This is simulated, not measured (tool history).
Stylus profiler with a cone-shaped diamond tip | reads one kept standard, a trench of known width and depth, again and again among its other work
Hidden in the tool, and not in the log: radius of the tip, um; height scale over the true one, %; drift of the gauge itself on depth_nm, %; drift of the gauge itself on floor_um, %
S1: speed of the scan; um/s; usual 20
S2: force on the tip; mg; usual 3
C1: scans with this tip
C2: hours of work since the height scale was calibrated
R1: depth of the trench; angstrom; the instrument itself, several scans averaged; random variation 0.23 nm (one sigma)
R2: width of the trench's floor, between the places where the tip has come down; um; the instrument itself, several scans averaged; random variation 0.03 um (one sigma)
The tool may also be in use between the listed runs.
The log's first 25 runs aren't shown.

{"run": 26, "hour": 327.3, "S1": 20, "S2": 3, "C1": 4035, "C2": 304, "R1": 10103.4, "R2": 95.7}
{"run": 27, "hour": 342.5, "S1": 20, "S2": 3, "C1": 4161, "C2": 313, "R1": 10103.6, "R2": 95.66}
{"run": 28, "hour": 353.4, "S1": 7, "S2": 1.96, "C1": 4250, "C2": 320, "R1": 10072.8, "R2": 95.71}
{"run": 29, "hour": 372.0, "S1": 6, "S2": 4.67, "C1": 4403, "C2": 332, "R1": 10141, "R2": 95.66}
{"run": 30, "hour": 382.7, "S1": 6, "S2": 1.23, "C1": 4491, "C2": 338, "R1": 10054, "R2": 95.65}
{"run": 31, "hour": 393.9, "S1": 6, "S2": 1.23, "C1": 4583, "C2": 345, "R1": 10053.2, "R2": 95.61}
{"run": 32, "hour": 408.4, "S1": 34, "S2": 1.23, "C1": 4703, "C2": 354, "R1": 10052.9, "R2": 95.43}
{"run": 33, "hour": 417.7, "S1": 8, "S2": 1.49, "C1": 4779, "C2": 360, "R1": 10060.4, "R2": 95.67}
{"run": 34, "hour": 433.0, "S1": 71, "S2": 1.07, "C1": 4906, "C2": 369, "R1": 10044.5, "R2": 95.23}
{"run": 35, "hour": 443.9, "S1": 71, "S2": 1.07, "C1": 4995, "C2": 376, "R1": 10043.6, "R2": 95.3}
{"run": 36, "hour": 461.8, "S1": 15, "S2": 1.22, "C1": 5142, "C2": 387, "R1": 10052.3, "R2": 95.54}
{"run": 37, "hour": 477.6, "S1": 15, "S2": 1.22, "C1": 5272, "C2": 397, "R1": 10050.4, "R2": 95.54}
{"run": 38, "hour": 486.3, "S1": 34, "S2": 4.69, "C1": 5344, "C2": 402, "R1": 10136.2, "R2": 95.51}
{"run": 39, "hour": 503.0, "S1": 34, "S2": 4.69, "C1": 5482, "C2": 413, "R1": 10134.5, "R2": 95.41}
{"run": 40, "hour": 511.8, "S1": 31, "S2": 1.99, "C1": 5554, "C2": 418, "R1": 10069.1, "R2": 95.4}
{"run": 41, "hour": 525.4, "S1": 7, "S2": 6.3, "C1": 5666, "C2": 427, "R1": 10168.5, "R2": 95.49}
{"run": 42, "hour": 541.0, "S1": 24, "S2": 1.09, "C1": 5794, "C2": 436, "R1": 10045.3, "R2": 95.37}
{"run": 43, "hour": 558.8, "S1": 24, "S2": 1.09, "C1": 5941, "C2": 447, "R1": 10044.4, "R2": 95.31}
{"run": 44, "hour": 572.3, "S1": 53, "S2": 1.09, "C1": 6051, "C2": 456, "R1": 10045, "R2": 95.2}
{"run": 45, "hour": 583.8, "S1": 53, "S2": 1.09, "C1": 6146, "C2": 463, "R1": 10042.1, "R2": 95.19}
{"run": 46, "hour": 593.5, "S1": 12, "S2": 1.09, "C1": 6226, "C2": 469, "R1": 10040.5, "R2": 95.38}

Forecast each of these 5 alternatives for the next run:
{"run": "A", "hour": 613.8, "S1": 20, "S2": 4.28, "C1": 6393, "C2": 481, "R1": "?", "R2": "?"}
{"run": "B", "hour": 613.8, "S1": 42, "S2": 2.19, "C1": 6393, "C2": 481, "R1": "?", "R2": "?"}
{"run": "C", "hour": 613.8, "S1": 74, "S2": 5.04, "C1": 6393, "C2": 481, "R1": "?", "R2": "?"}
{"run": "D", "hour": 613.8, "S1": 5, "S2": 1.29, "C1": 6393, "C2": 481, "R1": "?", "R2": "?"}
{"run": "E", "hour": 613.8, "S1": 10, "S2": 3.04, "C1": 6393, "C2": 481, "R1": "?", "R2": "?"}

run=A R1=10126 R2=95.37
run=B R1=10074.5 R2=95.18
run=C R1=10140.2 R2=95.2
run=D R1=10047.3 R2=95.43
run=E R1=10096.8 R2=95.4
Without the tool's hidden state the same runs would have given:
run=A R1=10141.5 R2=96.49
run=B R1=10089.9 R2=96.29
run=C R1=10155.7 R2=96.31
run=D R1=10062.7 R2=96.55
run=E R1=10112.2 R2=96.52
